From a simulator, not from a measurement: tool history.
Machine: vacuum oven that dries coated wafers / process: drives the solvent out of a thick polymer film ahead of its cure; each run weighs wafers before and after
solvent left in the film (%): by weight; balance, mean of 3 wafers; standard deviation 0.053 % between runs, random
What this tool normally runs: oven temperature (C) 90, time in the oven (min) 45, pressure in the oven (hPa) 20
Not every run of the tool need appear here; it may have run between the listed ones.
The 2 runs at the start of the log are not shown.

{"run": 3, "hour": 32.1, "oven temperature (C)": 90, "time in the oven (min)": 45, "pressure in the oven (hPa)": 20, "solvent left in the film (%)": 1.87}
{"run": 4, "hour": 44.5, "oven temperature (C)": 90, "time in the oven (min)": 30, "pressure in the oven (hPa)": 20, "solvent left in the film (%)": 3.36}
{"run": 5, "hour": 59.9, "oven temperature (C)": 90, "time in the oven (min)": 30, "pressure in the oven (hPa)": 20, "solvent left in the film (%)": 3.32}
{"run": 6, "hour": 73.9, "oven temperature (C)": 90, "time in the oven (min)": 30, "pressure in the oven (hPa)": 20, "solvent left in the film (%)": 3.31}
{"run": 7, "hour": 84.1, "oven temperature (C)": 90, "time in the oven (min)": 30, "pressure in the oven (hPa)": 20, "solvent left in the film (%)": 3.26}
{"run": 8, "hour": 93.2, "oven temperature (C)": 90, "time in the oven (min)": 30, "pressure in the oven (hPa)": 20, "solvent left in the film (%)": 3.3}
{"run": 9, "hour": 107.2, "oven temperature (C)": 90, "time in the oven (min)": 34, "pressure in the oven (hPa)": 20, "solvent left in the film (%)": 2.74}
{"run": 10, "hour": 125.9, "oven temperature (C)": 90, "time in the oven (min)": 33, "pressure in the oven (hPa)": 20, "solvent left in the film (%)": 2.89}
{"run": 11, "hour": 140.9, "oven temperature (C)": 90, "time in the oven (min)": 33, "pressure in the oven (hPa)": 20, "solvent left in the film (%)": 2.92}
{"run": 12, "hour": 152.1, "oven temperature (C)": 90, "time in the oven (min)": 33, "pressure in the oven (hPa)": 20, "solvent left in the film (%)": 2.8}
{"run": 13, "hour": 167.2, "oven temperature (C)": 90, "time in the oven (min)": 33, "pressure in the oven (hPa)": 20, "solvent left in the film (%)": 2.92}
{"run": 14, "hour": 183.7, "oven temperature (C)": 95, "time in the oven (min)": 45, "pressure in the oven (hPa)": 20, "solvent left in the film (%)": 1.29}
{"run": 15, "hour": 202.3, "oven temperature (C)": 95, "time in the oven (min)": 45, "pressure in the oven (hPa)": 20, "solvent left in the film (%)": 1.34}
{"run": 16, "hour": 216.1, "oven temperature (C)": 90, "time in the oven (min)": 45, "pressure in the oven (hPa)": 20, "solvent left in the film (%)": 1.95}
{"run": 17, "hour": 228.5, "oven temperature (C)": 90, "time in the oven (min)": 45, "pressure in the oven (hPa)": 20, "solvent left in the film (%)": 1.84}
{"run": 18, "hour": 246.1, "oven temperature (C)": 90, "time in the oven (min)": 45, "pressure in the oven (hPa)": 20, "solvent left in the film (%)": 1.87}
{"run": 19, "hour": 258.7, "oven temperature (C)": 90, "time in the oven (min)": 45, "pressure in the oven (hPa)": 20, "solvent left in the film (%)": 1.85}
{"run": 20, "hour": 271.9, "oven temperature (C)": 90, "time in the oven (min)": 45, "pressure in the oven (hPa)": 20, "solvent left in the film (%)": 1.88}
{"run": 21, "hour": 287.5, "oven temperature (C)": 96, "time in the oven (min)": 45, "pressure in the oven (hPa)": 20, "solvent left in the film (%)": 1.14}
{"run": 22, "hour": 303.8, "oven temperature (C)": 104, "time in the oven (min)": 33, "pressure in the oven (hPa)": 41.3, "solvent left in the film (%)": 1.46}
{"run": 23, "hour": 314.8, "oven temperature (C)": 104, "time in the oven (min)": 39, "pressure in the oven (hPa)": 46.7, "solvent left in the film (%)": 1.29}
{"run": 24, "hour": 329.4, "oven temperature (C)": 90, "time in the oven (min)": 41, "pressure in the oven (hPa)": 11.8, "solvent left in the film (%)": 1.92}

The next listed run, before its measurement:
{"run": 25, "hour": 342.6, "oven temperature (C)": 90, "time in the oven (min)": 45, "pressure in the oven (hPa)": 50.1, "solvent left in the film (%)": "?"}

{"run 25": {"solvent left in the film (%)": 2.89}}
With no hidden state in the tool, this same run would have given solvent left in the film (%) 2.72.
